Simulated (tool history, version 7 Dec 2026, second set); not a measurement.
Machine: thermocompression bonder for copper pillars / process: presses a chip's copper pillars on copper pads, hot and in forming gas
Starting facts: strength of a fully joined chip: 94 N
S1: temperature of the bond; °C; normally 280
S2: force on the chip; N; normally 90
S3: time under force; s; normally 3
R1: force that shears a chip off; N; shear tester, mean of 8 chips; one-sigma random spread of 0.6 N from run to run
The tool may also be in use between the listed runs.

run	day	S1	S2	S3	R1
1	0	280	90	3	53
2	0.7	280	90	3	54.1
3	1.471	280	90	3	53.1
4	2.012	280	113	3	58.7
5	2.725	282	90	3	54.3
6	3.238	282	90	3	53.6
7	3.629	282	90	3	54
8	4.129	280	90	4	57.3
9	4.575	280	90	3	53.6
10	5.346	280	90	3	53.5
11	5.8	280	90	3	52
12	6.192	280	90	3	52
13	6.875	280	90	3	52.7
# day 6.975: force cell calibrated
14	7.533	280	90	9	68.8
# day 7.908: forming gas filter changed
15	8.179	280	90	3	53.1
16	8.862	280	90	3	52.2
# day 9.254: force cell calibrated, once more
17	9.775	264	90	3	48.1
18	10.538	264	90	6	60
19	11.246	257	90	6	57.4
20	11.988	257	90	6	55.7
21	12.371	257	90	6	56.9
22	12.904	292	86	3	58.6
23	13.379	287	82	3	55
24	14.154	287	82	3	54.4
25	14.917	306	82	8	79
26	15.421	306	82	8	77.5
27	16.133	296	70	5	62.7
28	16.883	280	118	6	73.4
29	17.483	280	69	6	58.1
30	18.079	278	73	8	63.8
31	18.65	278	88	8	69.5
32	19.433	278	60	4	47.1
33	20.142	278	57	4	46
34	20.862	274	116	9	75.4
35	21.346	296	128	4	73.8
36	21.954	296	128	4	75.2
37	22.658	296	70	9	71.3
38	23.167	257	64	6	45.7
39	23.838	280	90	6	64.3
40	24.246	280	129	7	75.9
41	24.796	305	66	7	68.6

For some of the steps in R1 from one run to the next: how much would appear even if the tool had no hidden state, given the settings, what came in and random variation, and how much remains for the hidden state plus any gauge scatter that the measured result and the result without hidden state don't share?
Hidden state at play: true temperature of the bond over the reading, C; force that reaches the chip, % of what is set; oxide that the forming gas leaves, % of the face; drift of the gauge itself on shear_n, %.
Run 13 -> 14: S3 3 -> 9, force cell calibrated. R1 +16.1 N: hidden state -0.9, all else +17.
Run 14 -> 15: S3 9 -> 3, forming gas filter changed. R1 -15.7 N: hidden state +1.4, all else -17.1.
Run 16 -> 17: S1 280 -> 264, force cell calibrated, once more. R1 -4.1 N: hidden state +2.7, all else -6.8.
Run 24 -> 25: S1 287 -> 306, S3 3 -> 8. R1 +24.6 N: hidden state +0.2, all else +24.4.
Run 33 -> 34: S1 278 -> 274, S2 57 -> 116, S3 4 -> 9. R1 +29.4 N: hidden state -0.1, all else +29.5.
Run 37 -> 38: S1 296 -> 257, S2 70 -> 64, S3 9 -> 6. R1 -25.6 N: hidden state +0, all else -25.6.
